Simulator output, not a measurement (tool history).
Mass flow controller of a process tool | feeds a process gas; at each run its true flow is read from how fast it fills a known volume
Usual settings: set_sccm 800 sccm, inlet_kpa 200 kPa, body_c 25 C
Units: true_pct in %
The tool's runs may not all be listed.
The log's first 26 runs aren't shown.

run,hour,set_sccm,inlet_kpa,body_c,hours of work since the controller was set to zero,hours of work since the controller was changed,true_pct
27,2499.3,164,147,35,1442,1442,96.91
28,2612.8,164,147,35,1480,1480,96.90
29,2673.1,800,200,25,1500,1500,98.76
30,2749.6,800,200,25,1526,1526,98.75
31,2855.3,319,268,29,1562,1562,97.68
32,2974.6,319,268,29,1602,1602,97.72
33,3110.0,933,169,21,1647,1647,98.70
34,3237.7,176,200,22,1690,1690,96.53
35,3334.6,176,200,22,1723,1723,96.52
# hour 3406.3: gauge calibrated
36,3427.9,176,200,22,1754,1754,97.45
37,3536.2,176,200,22,1791,1791,97.45
38,3625.2,349,188,25,1820,1820,97.96
39,3684.7,349,188,25,1840,1840,97.96
40,3748.2,349,188,25,1862,1862,97.94

Forecast each of these 5 alternatives for the next run:
A,3815.8,800,200,24,1885,1885,?
B,3815.8,987,144,27,1885,1885,?
C,3815.8,349,225,25,1885,1885,?
D,3815.8,242,200,39,1885,1885,?
E,3815.8,357,200,33,1885,1885,?

run,true_pct
A,99.37
B,99.53
C,98.05
D,98.12
E,98.12
Without the tool's hidden state the same runs would have given:
run,true_pct
A,99.47
B,99.64
C,98.15
D,98.22
E,98.23
